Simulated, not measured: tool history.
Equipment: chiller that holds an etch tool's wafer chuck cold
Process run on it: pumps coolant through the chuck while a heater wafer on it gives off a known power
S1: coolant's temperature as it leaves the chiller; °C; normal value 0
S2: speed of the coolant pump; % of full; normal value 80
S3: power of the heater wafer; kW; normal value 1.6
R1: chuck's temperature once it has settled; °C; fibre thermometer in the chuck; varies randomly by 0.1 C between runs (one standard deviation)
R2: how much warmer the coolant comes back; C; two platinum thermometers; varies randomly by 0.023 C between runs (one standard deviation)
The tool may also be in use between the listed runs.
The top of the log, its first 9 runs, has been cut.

Run 10, hour 231.4: usual settings. Result: R1 15.9 °C, R2 5.14 C.
Run 11, hour 245.9: usual settings. Result: R1 15.6 °C, R2 5.17 C.
Run 12, hour 261.2: usual settings but S1 6 °C. Result: R1 21.7 °C, R2 5.17 C.
Run 13, hour 285.4: usual settings but S1 6 °C. Result: R1 21.8 °C, R2 5.18 C.
Run 14, hour 314.8: usual settings but S3 1.041 kW. Result: R1 10.2 °C, R2 3.35 C.
Run 15, hour 329.5: usual settings. Result: R1 15.7 °C, R2 5.21 C.
Run 16, hour 346.2: usual settings. Result: R1 15.5 °C, R2 5.14 C.
Run 17, hour 374.9: usual settings but S2 65 % of full, S3 0.954 kW. Result: R1 10.6 °C, R2 3.82 C.
Run 18, hour 396.4: usual settings but S2 65 % of full, S3 0.954 kW. Result: R1 10.8 °C, R2 3.8 C.
Run 19, hour 427.7: usual settings but S1 3 °C, S2 62 % of full, S3 2.234 kW. Result: R1 28.8 °C, R2 9.35 C.
Run 20, hour 447.2: usual settings but S2 85 % of full, S3 2.362 kW. Result: R1 22.4 °C, R2 7.21 C.
Run 21, hour 474.1: usual settings but S2 85 % of full, S3 2.362 kW. Result: R1 22.2 °C, R2 7.17 C.
Run 22, hour 504.4: usual settings but S1 -3 °C, S2 98 % of full, S3 2.362 kW. Result: R1 17.5 °C, R2 6.19 C.

Predict the results of run 23:
Run 23, hour 525.5: usual settings but S1 -3 °C, S2 98 % of full, S3 2.362 kW. Result: R1 ?, R2 ?.

R1: 17.4 °C
R2: 6.19 C
If the tool had no hidden condition, the same run with the same run-to-run variation would have returned R1 17.4 °C, R2 6.19 C.
